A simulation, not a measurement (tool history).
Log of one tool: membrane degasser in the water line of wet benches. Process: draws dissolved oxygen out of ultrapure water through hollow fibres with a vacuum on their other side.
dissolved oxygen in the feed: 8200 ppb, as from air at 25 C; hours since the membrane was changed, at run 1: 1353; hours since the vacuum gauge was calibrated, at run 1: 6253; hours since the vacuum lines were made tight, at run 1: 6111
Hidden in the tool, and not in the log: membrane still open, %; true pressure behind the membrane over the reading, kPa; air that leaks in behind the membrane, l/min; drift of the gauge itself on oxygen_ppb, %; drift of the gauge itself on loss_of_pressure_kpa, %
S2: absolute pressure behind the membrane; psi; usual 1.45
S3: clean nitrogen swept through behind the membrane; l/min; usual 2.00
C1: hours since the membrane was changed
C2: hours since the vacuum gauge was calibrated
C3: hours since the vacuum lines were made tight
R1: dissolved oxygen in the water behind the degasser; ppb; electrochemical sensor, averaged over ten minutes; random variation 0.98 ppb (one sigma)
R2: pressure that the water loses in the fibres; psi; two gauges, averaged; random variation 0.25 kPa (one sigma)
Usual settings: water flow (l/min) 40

Run 1, hour 0.0: usual settings; C1 1353; C2 6253; C3 6111. Result: R1 296.5 ppb, R2 9.689 psi.
Run 2, hour 41.5: usual settings; C1 1394; C2 6294; C3 6152. Result: R1 297.2 ppb, R2 9.776 psi.
Run 3, hour 63.1: usual settings; C1 1416; C2 6316; C3 6174. Result: R1 296.1 ppb, R2 9.761 psi.
Run 4, hour 96.8: usual settings; C1 1450; C2 6350; C3 6208. Result: R1 297.5 ppb, R2 9.697 psi.
Run 5, hour 133.0: usual settings; C1 1486; C2 6386; C3 6244. Result: R1 295.2 ppb, R2 9.707 psi.
Run 6, hour 169.3: usual settings; C1 1522; C2 6422; C3 6280. Result: R1 294.9 ppb, R2 9.696 psi.
Run 7, hour 207.3: usual settings but water flow (l/min) 53; C1 1560; C2 6460; C3 6318. Result: R1 383.5 ppb, R2 12.917 psi.
Run 8, hour 258.8: usual settings but water flow (l/min) 53; C1 1612; C2 6512; C3 6370. Result: R1 382.7 ppb, R2 12.878 psi.
At hour 295.7: vacuum gauge calibrated.
Run 9, hour 308.5: usual settings but water flow (l/min) 53; C1 1661; C2 13; C3 6419. Result: R1 378.5 ppb, R2 12.930 psi.
Run 10, hour 357.1: usual settings but S3 1.13 l/min; C1 1710; C2 61; C3 6467. Result: R1 466.0 ppb, R2 9.733 psi.
Run 11, hour 408.3: usual settings but water flow (l/min) 29, S2 2.20 psi; C1 1761; C2 113; C3 6519. Result: R1 376.4 ppb, R2 7.073 psi.
At hour 446.7: gauge calibrated.
Run 12, hour 446.7: usual settings but water flow (l/min) 52, S2 1.02 psi; C1 1799; C2 151; C3 6557. Result: R1 222.7 ppb, R2 12.641 psi.
Run 13, hour 487.3: usual settings but water flow (l/min) 52, S2 1.02 psi; C1 1840; C2 192; C3 6598. Result: R1 221.9 ppb, R2 12.684 psi.

Forecast run 14:
Run 14, hour 529.1: usual settings but water flow (l/min) 52, S2 1.02 psi; C1 1882; C2 233; C3 6639. Result: R1 ?, R2 ?.

Run 14 gave R1 221.8 ppb, R2 12.631 psi.
Without the tool's hidden state the same run would have given R1 222.9 ppb, R2 12.627 psi.
